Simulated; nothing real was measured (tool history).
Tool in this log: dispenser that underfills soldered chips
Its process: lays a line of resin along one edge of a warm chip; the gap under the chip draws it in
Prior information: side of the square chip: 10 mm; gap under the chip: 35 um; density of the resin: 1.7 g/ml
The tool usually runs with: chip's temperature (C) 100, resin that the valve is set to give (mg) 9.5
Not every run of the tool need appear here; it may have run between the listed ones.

run	day	chip's temperature (C)	resin that the valve is set to give (mg)	time until the resin shows at the far edge (s)	resin that the valve gave (mg)
1	0	100	9.5	96.9	9.48
2	0.142	105	9.5	85.4	9.4
3	0.283	93	9.5	146.9	9.48
# day 0.329: new syringe of resin
4	0.546	100	11.78	106.8	11.7
5	0.675	91	9.5	167	9.37
# day 0.721: new syringe of resin
6	0.821	91	9.5	147.2	9.32
7	1.021	100	9.5	109.9	9.28
# day 1.096: new syringe of resin
8	1.15	100	9.5	99.8	9.32
9	1.354	92	11.02	151.2	10.72

Run 10, settings as shown, results not yet in. Your forecast:
# day 1.471: new syringe of resin
10	1.483	92	11.02	?	?

time until the resin shows at the far edge (s): 129
resin that the valve gave (mg): 10.72
The same run, on a tool lacking any hidden state, would have yielded time until the resin shows at the far edge (s) 129.6, resin that the valve gave (mg) 11.03.
